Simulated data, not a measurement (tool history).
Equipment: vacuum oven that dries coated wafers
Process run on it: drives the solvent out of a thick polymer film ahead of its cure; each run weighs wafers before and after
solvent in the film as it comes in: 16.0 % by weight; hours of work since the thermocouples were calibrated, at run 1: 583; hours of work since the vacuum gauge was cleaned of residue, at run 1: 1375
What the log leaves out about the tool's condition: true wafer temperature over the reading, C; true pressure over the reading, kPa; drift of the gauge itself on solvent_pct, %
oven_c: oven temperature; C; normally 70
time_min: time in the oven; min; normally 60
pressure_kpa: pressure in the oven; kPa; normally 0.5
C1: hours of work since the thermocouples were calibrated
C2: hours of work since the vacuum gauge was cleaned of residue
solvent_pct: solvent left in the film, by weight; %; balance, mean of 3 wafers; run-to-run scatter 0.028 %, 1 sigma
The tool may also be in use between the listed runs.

run 1 day=0 | oven_c=70 time_min=60 pressure_kpa=0.5 | C1=583 C2=1375 | solvent_pct=1.4
run 2 day=3.688 | oven_c=70 time_min=60 pressure_kpa=0.5 | C1=626 C2=1418 | solvent_pct=1.36
run 3 day=5.775 | oven_c=70 time_min=60 pressure_kpa=0.5 | C1=651 C2=1443 | solvent_pct=1.4
run 4 day=8.529 | oven_c=70 time_min=60 pressure_kpa=0.5 | C1=683 C2=1475 | solvent_pct=1.34
run 5 day=10.433 | oven_c=70 time_min=60 pressure_kpa=0.5 | C1=705 C2=1497 | solvent_pct=1.31
run 6 day=13.296 | oven_c=70 time_min=60 pressure_kpa=0.5 | C1=739 C2=1531 | solvent_pct=1.33
run 7 day=15.812 | oven_c=70 time_min=59 pressure_kpa=0.5 | C1=768 C2=1560 | solvent_pct=1.37
run 8 day=17.508 | oven_c=70 time_min=67 pressure_kpa=0.5 | C1=788 C2=1580 | solvent_pct=1.14
run 9 day=19.912 | oven_c=70 time_min=67 pressure_kpa=0.5 | C1=816 C2=1608 | solvent_pct=1.12
run 10 day=22.446 | oven_c=70 time_min=67 pressure_kpa=0.5 | C1=846 C2=1638 | solvent_pct=1.07
-- day=22.758 vacuum gauge cleaned of residue and calibrated
run 11 day=25.238 | oven_c=59 time_min=37 pressure_kpa=0.5 | C1=878 C2=29 | solvent_pct=6.54
run 12 day=28.017 | oven_c=59 time_min=37 pressure_kpa=0.5 | C1=910 C2=62 | solvent_pct=6.52
run 13 day=31.212 | oven_c=84 time_min=48 pressure_kpa=0.5 | C1=948 C2=99 | solvent_pct=0.37
run 14 day=33.192 | oven_c=82 time_min=101 pressure_kpa=0.519 | C1=971 C2=122 | solvent_pct=0.33
run 15 day=35.738 | oven_c=65 time_min=69 pressure_kpa=1.051 | C1=1001 C2=152 | solvent_pct=2.26
-- day=38.371 oven's thermocouples calibrated
run 16 day=38.754 | oven_c=65 time_min=69 pressure_kpa=1.051 | C1=4 C2=186 | solvent_pct=2.8
-- day=40.904 vacuum gauge cleaned of residue and calibrated, once more
run 17 day=41.288 | oven_c=82 time_min=60 pressure_kpa=1.114 | C1=33 C2=4 | solvent_pct=0.39
run 18 day=44.408 | oven_c=64 time_min=60 pressure_kpa=0.376 | C1=70 C2=41 | solvent_pct=2.94

Branching from run 18: 3 alternative next runs. What would each branch give?
run A day=46.625 | oven_c=70 time_min=78 pressure_kpa=0.499 | C1=96 C2=67 | solvent_pct=?
run B day=46.625 | oven_c=64 time_min=46 pressure_kpa=0.376 | C1=96 C2=67 | solvent_pct=?
run C day=46.625 | oven_c=70 time_min=70 pressure_kpa=0.5 | C1=96 C2=67 | solvent_pct=?

run=A solvent_pct=0.83
run=B solvent_pct=4.07
run=C solvent_pct=1.02
With the hidden condition removed and each run's random variation left untouched, the same runs would have given:
run=A solvent_pct=0.85
run=B solvent_pct=4.12
run=C solvent_pct=1.04

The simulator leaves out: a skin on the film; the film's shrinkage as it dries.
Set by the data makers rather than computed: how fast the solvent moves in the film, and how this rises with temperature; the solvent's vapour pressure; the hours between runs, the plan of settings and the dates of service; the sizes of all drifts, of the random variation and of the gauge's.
